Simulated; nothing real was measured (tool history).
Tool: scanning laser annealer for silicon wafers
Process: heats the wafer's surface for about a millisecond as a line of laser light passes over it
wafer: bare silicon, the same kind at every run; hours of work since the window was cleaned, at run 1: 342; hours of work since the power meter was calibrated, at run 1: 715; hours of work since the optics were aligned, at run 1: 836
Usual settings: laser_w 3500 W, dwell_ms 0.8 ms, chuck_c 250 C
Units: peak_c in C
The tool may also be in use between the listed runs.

run,hour,laser_w,dwell_ms,chuck_c,hours of work since the window was cleaned,hours of work since the power meter was calibrated,hours of work since the optics were aligned,peak_c
1,0,3500,0.8,250,342,715,836,949
2,47.5,3500,0.8,250,365,737,859,949
3,110.1,3500,0.8,250,395,767,889,945
4,158.6,3500,0.8,250,418,790,912,948
5,198.6,3500,0.8,264,437,809,931,958
# hour 217.5: optics aligned, line set to its width
6,248.1,3500,0.8,264,458,830,15,966
7,307.9,3500,0.8,264,487,859,43,965
8,392.6,3500,0.8,264,527,899,83,962
9,451.3,3500,0.8,264,555,927,111,961
10,519.1,3500,0.8,264,587,959,144,959
11,558.9,3051,0.8,250,606,978,162,849
12,627.2,3500,0.848,250,639,1011,195,964
13,678.9,3280,0.8,250,663,1035,220,893
14,771.8,3280,0.8,250,707,1079,264,891
15,852,3828,0.616,250,746,1118,302,903
16,916.6,3828,0.616,250,776,1148,333,900
17,1005.9,3406,0.657,223,819,1191,375,817
18,1079.4,3440,0.579,223,854,1226,410,781
19,1140.6,3440,0.755,266,883,1255,439,911
# hour 1188.6: window over the wafer cleaned
20,1205.2,3440,0.755,266,8,1285,469,947
21,1281.8,3583,0.733,262,44,1321,506,963
22,1351.7,3583,0.733,262,78,1355,539,955
23,1439.4,3690,0.8,253,119,1396,581,1005
24,1481.2,3434,0.989,216,139,1416,600,1000
25,1553.3,3784,0.8,225,174,1450,635,995

Forecast each of these 4 alternatives for the next run:
A,1631,3398,0.8,264,211,1487,672,?
B,1631,3387,0.638,231,211,1487,672,?
C,1631,3043,0.8,244,211,1487,672,?
D,1631,3789,0.616,246,211,1487,672,?

run,peak_c
A,953
B,833
C,852
D,913
Without the tool's hidden state the same runs would have given:
run,peak_c
A,969
B,847
C,866
D,928

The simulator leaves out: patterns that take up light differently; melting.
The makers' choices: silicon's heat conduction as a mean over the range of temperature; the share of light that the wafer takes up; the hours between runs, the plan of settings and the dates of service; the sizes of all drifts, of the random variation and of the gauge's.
